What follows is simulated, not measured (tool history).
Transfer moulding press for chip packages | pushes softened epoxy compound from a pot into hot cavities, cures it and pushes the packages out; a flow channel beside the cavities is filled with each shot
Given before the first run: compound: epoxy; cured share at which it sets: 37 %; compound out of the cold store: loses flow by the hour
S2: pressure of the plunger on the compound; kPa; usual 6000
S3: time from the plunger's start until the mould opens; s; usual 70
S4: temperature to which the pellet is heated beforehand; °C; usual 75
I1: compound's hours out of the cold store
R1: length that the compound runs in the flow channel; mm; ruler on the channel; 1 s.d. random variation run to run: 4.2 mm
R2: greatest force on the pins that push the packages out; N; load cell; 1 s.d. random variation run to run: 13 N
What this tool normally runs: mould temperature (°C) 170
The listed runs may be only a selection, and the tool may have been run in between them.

Run 1, day 0: usual settings; I1 19.2. Result: R1 607 mm, R2 600 N.
Run 2, day 0.892: usual settings but S2 6190 kPa; I1 45.5. Result: R1 539 mm, R2 546 N.
Run 3, day 1.329: usual settings but S2 6190 kPa; I1 45.3. Result: R1 540 mm, R2 576 N.
Run 4, day 2.15: usual settings but S2 6710 kPa; I1 21.1. Result: R1 628 mm, R2 599 N.
Run 5, day 2.629: usual settings but S4 74 °C; I1 29.9. Result: R1 565 mm, R2 598 N.
Run 6, day 3.479: usual settings but S4 74 °C; I1 45.2. Result: R1 533 mm, R2 552 N.
Run 7, day 4.038: usual settings but S4 74 °C; I1 21.7. Result: R1 590 mm, R2 632 N.
Run 8, day 4.662: usual settings but S3 52 s; I1 32.9. Result: R1 568 mm, R2 1185 N.
Run 9, day 5.117: usual settings but S3 72 s; I1 44. Result: R1 542 mm, R2 522 N.
Run 10, day 6.021: usual settings but S3 72 s; I1 15.4. Result: R1 610 mm, R2 564 N.
Run 11, day 6.667: usual settings but S3 72 s; I1 33.7. Result: R1 560 mm, R2 565 N.
Run 12, day 7.321: usual settings but S3 72 s; I1 42.3. Result: R1 543 mm, R2 533 N.
Run 13, day 7.871: usual settings; I1 38. Result: R1 554 mm, R2 583 N.
Run 14, day 8.783: usual settings but S2 5690 kPa; I1 25.3. Result: R1 569 mm, R2 620 N.
Run 15, day 9.146: usual settings but S2 5060 kPa; I1 36.2. Result: R1 505 mm, R2 583 N.
Run 16, day 9.608: usual settings but mould temperature (°C) 163, S2 6450 kPa, S3 59 s, S4 73 °C; I1 27.1. Result: R1 618 mm, R2 1364 N.
Run 17, day 10.229: usual settings but mould temperature (°C) 174, S2 5550 kPa, S3 59 s, S4 66 °C; I1 25.4. Result: R1 561 mm, R2 766 N.
Run 18, day 10.967: usual settings but mould temperature (°C) 175, S4 68 °C; I1 13.4. Result: R1 606 mm, R2 485 N.
Run 19, day 11.883: usual settings but mould temperature (°C) 175, S4 68 °C; I1 27.4. Result: R1 569 mm, R2 469 N.
Run 20, day 12.388: usual settings but mould temperature (°C) 169, S3 63 s, S4 68 °C; I1 33.4. Result: R1 569 mm, R2 846 N.
Run 21, day 12.942: usual settings but mould temperature (°C) 169, S3 63 s, S4 68 °C; I1 35.2. Result: R1 552 mm, R2 833 N.
Run 22, day 13.717: usual settings but mould temperature (°C) 172, S2 6640 kPa, S3 72 s, S4 77 °C; I1 26.7. Result: R1 604 mm, R2 504 N.
Run 23, day 14.146: usual settings but mould temperature (°C) 172, S2 6640 kPa, S3 72 s, S4 77 °C; I1 41.8. Result: R1 570 mm, R2 490 N.
Run 24, day 14.908: usual settings but S2 5970 kPa, S3 95 s, S4 78 °C; I1 37.2. Result: R1 548 mm, R2 390 N.
Run 25, day 15.421: usual settings but mould temperature (°C) 176, S2 4930 kPa, S3 98 s, S4 71 °C; I1 31.3. Result: R1 514 mm, R2 364 N.
Run 26, day 15.996: usual settings but mould temperature (°C) 176, S2 5240 kPa, S3 98 s, S4 71 °C; I1 36.3. Result: R1 514 mm, R2 364 N.

Between the runs listed above, the log contained 8 entries, not reproduced here. Where in the sequence does each belong, and how does what the log doesn't record of the tool's condition differ from the listed run before to the listed run after?
After run 1, before run 2: plunger's sealing rings changed (day 0.625)
  pressure that reaches the compound, % of what is set: 99.84 -> 100; grip of the stained cavities, % over clean ones': 0 -> 0.3
After run 5, before run 6: cavities cleaned with cleaning compound and waxed (day 2.896)
  pressure that reaches the compound, % of what is set: 99.98 -> 99.97; grip of the stained cavities, % over clean ones': 0.7 -> 0.2
After run 9, before run 10: cavities cleaned with cleaning compound and waxed (day 5.633)
  pressure that reaches the compound, % of what is set: 99.95 -> 99.94; grip of the stained cavities, % over clean ones': 0.6 -> 0.2
After run 13, before run 14: cavities cleaned with cleaning compound and waxed (day 8.392)
  pressure that reaches the compound, % of what is set: 99.92 -> 99.91; grip of the stained cavities, % over clean ones': 0.6 -> 0.2
After run 18, before run 19: cavities cleaned with cleaning compound and waxed (day 11.138)
  grip of the stained cavities, % over clean ones': 0.7 -> 0.3
After run 22, before run 23: cavities cleaned with cleaning compound and waxed (day 13.871)
  pressure that reaches the compound, % of what is set: 99.86 -> 99.85; grip of the stained cavities, % over clean ones': 0.7 -> 0.1
After run 23, before run 24: plunger's sealing rings changed (day 14.379)
  pressure that reaches the compound, % of what is set: 99.85 -> 99.99; grip of the stained cavities, % over clean ones': 0.1 -> 0.3
After run 25, before run 26: mould's thermocouples calibrated (day 15.917)
  true mould temperature over the reading, C: 0.01 -> 0; pressure that reaches the compound, % of what is set: 99.99 -> 99.98; grip of the stained cavities, % over clean ones': 0.5 -> 0.6

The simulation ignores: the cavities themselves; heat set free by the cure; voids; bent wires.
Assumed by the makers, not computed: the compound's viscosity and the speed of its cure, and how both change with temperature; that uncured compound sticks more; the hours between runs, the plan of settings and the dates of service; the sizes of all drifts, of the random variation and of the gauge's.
